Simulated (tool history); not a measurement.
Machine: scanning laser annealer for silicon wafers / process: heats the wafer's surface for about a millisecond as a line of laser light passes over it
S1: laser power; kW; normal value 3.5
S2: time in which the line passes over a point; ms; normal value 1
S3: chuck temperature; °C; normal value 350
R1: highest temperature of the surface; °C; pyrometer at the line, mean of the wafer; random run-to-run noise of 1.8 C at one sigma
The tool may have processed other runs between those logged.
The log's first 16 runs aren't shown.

Run 17, hour 657.4: usual settings but S2 0.77 ms. Result: R1 973 °C.
Run 18, hour 691.7: usual settings but S2 0.77 ms. Result: R1 970 °C.
Run 19, hour 719.7: usual settings but S2 0.77 ms. Result: R1 969 °C.
Run 20, hour 748.8: usual settings. Result: R1 1072 °C.
Run 21, hour 793.9: usual settings but S1 3.16 kW, S2 1.02 ms, S3 370 °C. Result: R1 1026 °C.
Run 22, hour 836.4: usual settings but S1 3.16 kW, S2 1.02 ms, S3 362 °C. Result: R1 1017 °C.
Run 23, hour 884.1: usual settings but S1 3.034 kW, S2 0.76 ms, S3 342 °C. Result: R1 872 °C.
Run 24, hour 934.6: usual settings but S1 3.034 kW, S2 0.76 ms, S3 342 °C. Result: R1 870 °C.
Run 25, hour 987.3: usual settings but S2 0.71 ms, S3 364 °C. Result: R1 960 °C.
At hour 1038.3: window over the wafer cleaned.
Run 26, hour 1038.3: usual settings but S2 0.71 ms, S3 364 °C. Result: R1 956 °C.
Run 27, hour 1069.5: usual settings but S2 0.71 ms, S3 364 °C. Result: R1 957 °C.
Run 28, hour 1096.7: usual settings but S1 3.352 kW, S2 0.88 ms, S3 345 °C. Result: R1 985 °C.
Run 29, hour 1149.9: usual settings but S1 2.998 kW, S2 0.88 ms, S3 345 °C. Result: R1 914 °C.
Run 30, hour 1179.4: usual settings but S1 3.034 kW, S2 1.03 ms, S3 334 °C. Result: R1 964 °C.
Run 31, hour 1220.9: usual settings but S1 3.034 kW, S2 1.03 ms, S3 334 °C. Result: R1 961 °C.
Run 32, hour 1249: usual settings but S1 3.034 kW, S2 1.03 ms, S3 381 °C. Result: R1 1011 °C.
Run 33, hour 1305.5: usual settings but S1 3.034 kW, S2 1.03 ms, S3 381 °C. Result: R1 1012 °C.
Run 34, hour 1349.3: usual settings but S1 3.034 kW, S2 1.03 ms, S3 378 °C. Result: R1 1004 °C.
Run 35, hour 1397.2: usual settings but S2 0.96 ms, S3 343 °C. Result: R1 1045 °C.
Run 36, hour 1447.8: usual settings but S1 3.69 kW, S2 1.1 ms. Result: R1 1156 °C.
Run 37, hour 1484.9: usual settings but S1 3.69 kW, S2 1.1 ms. Result: R1 1158 °C.
At hour 1537.8: window over the wafer cleaned.
Run 38, hour 1538.5: usual settings but S1 3.558 kW, S2 0.83 ms, S3 346 °C. Result: R1 1004 °C.
Run 39, hour 1575.9: usual settings but S1 3.517 kW, S2 1.13 ms, S3 388 °C. Result: R1 1166 °C.
Run 40, hour 1614: usual settings but S1 3.256 kW. Result: R1 1016 °C.

Each row is a separate what-if for the run after 40, all from the same tool condition, not one after another. Results?
Run A, hour 1657.8: usual settings but S1 3.364 kW, S2 0.77 ms, S3 351 °C. Result: R1 ?.
Run B, hour 1657.8: usual settings but S1 3.352 kW, S3 368 °C. Result: R1 ?.
Run C, hour 1657.8: usual settings but S1 3.091 kW, S2 0.83 ms, S3 327 °C. Result: R1 ?.
Run D, hour 1657.8: usual settings but S1 3.256 kW, S2 0.9 ms, S3 335 °C. Result: R1 ?.
Run E, hour 1657.8: usual settings but S1 3.527 kW, S2 1.17 ms, S3 313 °C. Result: R1 ?.

run    R1
  A   943
  B  1056
  C   897
  D   964
  E  1107
With the hidden condition removed and each run's random variation left untouched, the same runs would have given:
run    R1
  A   943
  B  1056
  C   897
  D   964
  E  1107

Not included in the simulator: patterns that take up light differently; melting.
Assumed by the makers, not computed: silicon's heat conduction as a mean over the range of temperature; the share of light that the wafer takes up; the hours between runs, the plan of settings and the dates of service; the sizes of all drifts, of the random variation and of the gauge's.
